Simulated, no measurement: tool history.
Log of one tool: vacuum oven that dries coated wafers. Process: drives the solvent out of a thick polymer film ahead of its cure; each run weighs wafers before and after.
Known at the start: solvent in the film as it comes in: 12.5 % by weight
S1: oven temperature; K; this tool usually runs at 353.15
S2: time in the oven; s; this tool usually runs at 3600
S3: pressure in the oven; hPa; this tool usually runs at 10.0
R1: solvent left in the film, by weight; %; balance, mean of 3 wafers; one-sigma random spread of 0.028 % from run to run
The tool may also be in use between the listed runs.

| run | day | S1 | S2 | S3 | R1 |
|---|---|---|---|---|---|
| 1 | 0.000 | 353.15 | 3600 | 10.0 | 1.67 |
| 2 | 4.958 | 353.15 | 3600 | 10.0 | 1.72 |
| 3 | 8.554 | 353.15 | 3600 | 10.0 | 1.75 |
| 4 | 11.408 | 353.15 | 3600 | 10.0 | 1.75 |
| 5 | 16.558 | 353.15 | 3600 | 10.0 | 1.76 |
| 6 | 21.646 | 353.15 | 3600 | 10.0 | 1.82 |
| 7 | 25.392 | 363.15 | 4440 | 32.3 | 1.35 |
|  | 26.238 | vacuum gauge cleaned of residue and calibrated |
| 8 | 30.696 | 357.15 | 5040 | 10.4 | 0.70 |
| 9 | 34.600 | 339.15 | 5040 | 38.3 | 6.03 |
| 10 | 39.238 | 346.15 | 5040 | 38.3 | 4.02 |
| 11 | 44.158 | 346.15 | 5040 | 38.3 | 4.01 |

4 ways to go on from here, each from the tool as it stands after run 11. What would each give?
| A | 47.771 | 349.15 | 3360 | 8.3 | ? |
| B | 47.771 | 356.15 | 3840 | 23.3 | ? |
| C | 47.771 | 350.15 | 3600 | 8.1 | ? |
| D | 47.771 | 355.15 | 5520 | 10.0 | ? |

| run | R1 |
|---|---|
| A | 2.81 |
| B | 1.80 |
| C | 2.32 |
| D | 0.77 |
What these runs would have given with no unlogged condition in the tool:
| run | R1 |
|---|---|
| A | 2.22 |
| B | 1.43 |
| C | 1.78 |
| D | 0.56 |

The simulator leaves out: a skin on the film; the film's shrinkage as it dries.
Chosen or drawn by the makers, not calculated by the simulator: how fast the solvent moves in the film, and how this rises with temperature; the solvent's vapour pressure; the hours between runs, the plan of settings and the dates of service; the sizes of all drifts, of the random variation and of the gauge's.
